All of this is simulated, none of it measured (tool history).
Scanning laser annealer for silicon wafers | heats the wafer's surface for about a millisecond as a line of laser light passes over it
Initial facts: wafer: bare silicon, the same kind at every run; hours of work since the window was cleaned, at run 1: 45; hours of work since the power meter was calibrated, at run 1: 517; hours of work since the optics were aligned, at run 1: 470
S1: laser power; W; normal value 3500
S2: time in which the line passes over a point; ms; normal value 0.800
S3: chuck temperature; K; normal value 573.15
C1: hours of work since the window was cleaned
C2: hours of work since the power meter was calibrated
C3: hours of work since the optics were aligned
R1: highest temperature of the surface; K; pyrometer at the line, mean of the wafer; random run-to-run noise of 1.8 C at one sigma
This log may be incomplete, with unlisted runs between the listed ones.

{"run": 1, "hour": 0.0, "S1": 3500, "S2": 0.8, "S3": 573.15, "C1": 45, "C2": 517, "C3": 470, "R1": 1281.15}
{"run": 2, "hour": 27.5, "S1": 3500, "S2": 0.8, "S3": 573.15, "C1": 58, "C2": 530, "C3": 483, "R1": 1285.15}
{"run": 3, "hour": 55.7, "S1": 3500, "S2": 0.8, "S3": 573.15, "C1": 72, "C2": 544, "C3": 497, "R1": 1282.15}
{"run": 4, "hour": 93.8, "S1": 3500, "S2": 0.947, "S3": 573.15, "C1": 91, "C2": 562, "C3": 515, "R1": 1350.15}
{"run": 5, "hour": 109.6, "S1": 3326, "S2": 0.8, "S3": 573.15, "C1": 98, "C2": 570, "C3": 523, "R1": 1246.15}
{"run": 6, "hour": 128.4, "S1": 3326, "S2": 0.8, "S3": 573.15, "C1": 107, "C2": 579, "C3": 532, "R1": 1245.15}
{"run": 7, "hour": 160.9, "S1": 3326, "S2": 0.8, "S3": 573.15, "C1": 123, "C2": 595, "C3": 548, "R1": 1244.15}
{"run": 8, "hour": 194.9, "S1": 3326, "S2": 0.8, "S3": 573.15, "C1": 140, "C2": 611, "C3": 565, "R1": 1248.15}
{"run": 9, "hour": 215.9, "S1": 3326, "S2": 0.8, "S3": 573.15, "C1": 150, "C2": 621, "C3": 575, "R1": 1247.15}
{"run": 10, "hour": 235.0, "S1": 3500, "S2": 0.8, "S3": 549.15, "C1": 159, "C2": 631, "C3": 584, "R1": 1258.15}
{"run": 11, "hour": 268.0, "S1": 3500, "S2": 0.8, "S3": 549.15, "C1": 175, "C2": 647, "C3": 600, "R1": 1257.15}
{"run": 12, "hour": 286.1, "S1": 3683, "S2": 0.8, "S3": 549.15, "C1": 184, "C2": 655, "C3": 609, "R1": 1299.15}
{"run": 13, "hour": 310.0, "S1": 3683, "S2": 0.8, "S3": 549.15, "C1": 196, "C2": 667, "C3": 620, "R1": 1300.15}
{"run": 14, "hour": 342.2, "S1": 3196, "S2": 0.8, "S3": 549.15, "C1": 211, "C2": 683, "C3": 636, "R1": 1192.15}
{"run": 15, "hour": 372.3, "S1": 3196, "S2": 0.8, "S3": 549.15, "C1": 226, "C2": 697, "C3": 651, "R1": 1194.15}
{"run": 16, "hour": 405.1, "S1": 3500, "S2": 0.8, "S3": 598.15, "C1": 242, "C2": 713, "C3": 667, "R1": 1307.15}
{"run": 17, "hour": 421.5, "S1": 3500, "S2": 0.8, "S3": 573.15, "C1": 250, "C2": 721, "C3": 675, "R1": 1284.15}
{"run": 18, "hour": 445.5, "S1": 3500, "S2": 0.8, "S3": 573.15, "C1": 261, "C2": 733, "C3": 686, "R1": 1282.15}
{"run": 19, "hour": 478.9, "S1": 3500, "S2": 0.8, "S3": 577.15, "C1": 278, "C2": 749, "C3": 702, "R1": 1288.15}
{"run": 20, "hour": 508.6, "S1": 3500, "S2": 0.8, "S3": 573.15, "C1": 292, "C2": 763, "C3": 717, "R1": 1283.15}
{"run": 21, "hour": 525.3, "S1": 3500, "S2": 0.809, "S3": 573.15, "C1": 300, "C2": 772, "C3": 725, "R1": 1285.15}
{"run": 22, "hour": 561.5, "S1": 3398, "S2": 0.592, "S3": 568.15, "C1": 318, "C2": 789, "C3": 742, "R1": 1154.15}
{"run": 23, "hour": 581.1, "S1": 3111, "S2": 0.582, "S3": 539.15, "C1": 327, "C2": 799, "C3": 752, "R1": 1067.15}
{"run": 24, "hour": 618.2, "S1": 3304, "S2": 0.882, "S3": 578.15, "C1": 345, "C2": 817, "C3": 770, "R1": 1281.15}
{"run": 25, "hour": 637.0, "S1": 3500, "S2": 0.788, "S3": 562.15, "C1": 354, "C2": 826, "C3": 779, "R1": 1269.15}
{"hour": 676.7, "done": "optics aligned, line set to its width"}
{"run": 26, "hour": 678.5, "S1": 3765, "S2": 0.824, "S3": 607.15, "C1": 372, "C2": 844, "C3": 1, "R1": 1388.15}
{"run": 27, "hour": 698.4, "S1": 3492, "S2": 0.828, "S3": 547.15, "C1": 382, "C2": 853, "C3": 11, "R1": 1270.15}
{"run": 28, "hour": 732.6, "S1": 3492, "S2": 0.828, "S3": 547.15, "C1": 398, "C2": 870, "C3": 27, "R1": 1268.15}
{"run": 29, "hour": 769.4, "S1": 3492, "S2": 0.828, "S3": 547.15, "C1": 416, "C2": 888, "C3": 45, "R1": 1267.15}
{"hour": 790.8, "done": "window over the wafer cleaned"}
{"run": 30, "hour": 791.0, "S1": 3371, "S2": 0.8, "S3": 573.15, "C1": 0, "C2": 897, "C3": 55, "R1": 1255.15}
{"run": 31, "hour": 824.1, "S1": 3371, "S2": 0.8, "S3": 573.15, "C1": 16, "C2": 913, "C3": 71, "R1": 1257.15}
{"run": 32, "hour": 862.5, "S1": 3199, "S2": 0.892, "S3": 535.15, "C1": 35, "C2": 932, "C3": 89, "R1": 1220.15}
{"run": 33, "hour": 897.5, "S1": 3199, "S2": 0.865, "S3": 567.15, "C1": 52, "C2": 949, "C3": 106, "R1": 1241.15}
{"run": 34, "hour": 917.8, "S1": 3101, "S2": 0.771, "S3": 578.15, "C1": 62, "C2": 959, "C3": 116, "R1": 1191.15}
{"run": 35, "hour": 953.9, "S1": 3101, "S2": 0.771, "S3": 578.15, "C1": 79, "C2": 976, "C3": 134, "R1": 1193.15}
{"run": 36, "hour": 973.9, "S1": 3500, "S2": 0.771, "S3": 578.15, "C1": 89, "C2": 986, "C3": 143, "R1": 1275.15}
{"run": 37, "hour": 1007.1, "S1": 3646, "S2": 0.604, "S3": 573.15, "C1": 105, "C2": 1002, "C3": 159, "R1": 1212.15}
{"run": 38, "hour": 1043.6, "S1": 3427, "S2": 0.604, "S3": 580.15, "C1": 123, "C2": 1020, "C3": 177, "R1": 1177.15}
{"run": 39, "hour": 1080.2, "S1": 3427, "S2": 0.604, "S3": 580.15, "C1": 140, "C2": 1038, "C3": 195, "R1": 1177.15}
{"run": 40, "hour": 1097.4, "S1": 3427, "S2": 0.604, "S3": 580.15, "C1": 149, "C2": 1046, "C3": 203, "R1": 1177.15}
{"run": 41, "hour": 1132.9, "S1": 3444, "S2": 0.604, "S3": 544.15, "C1": 166, "C2": 1063, "C3": 220, "R1": 1147.15}

Entry by entry between the runs, the difference in hidden state between the last listed run before and the first listed run after:
Between runs 25 and 26: optics aligned, line set to its width (hour 676.7)
  light that passes the window, % of a clean one's: 99.93 -> 99.92; width of the line over the set one, %: 0.08 -> 0
Between runs 29 and 30: window over the wafer cleaned (hour 790.8)
  light that passes the window, % of a clean one's: 99.91 -> 100

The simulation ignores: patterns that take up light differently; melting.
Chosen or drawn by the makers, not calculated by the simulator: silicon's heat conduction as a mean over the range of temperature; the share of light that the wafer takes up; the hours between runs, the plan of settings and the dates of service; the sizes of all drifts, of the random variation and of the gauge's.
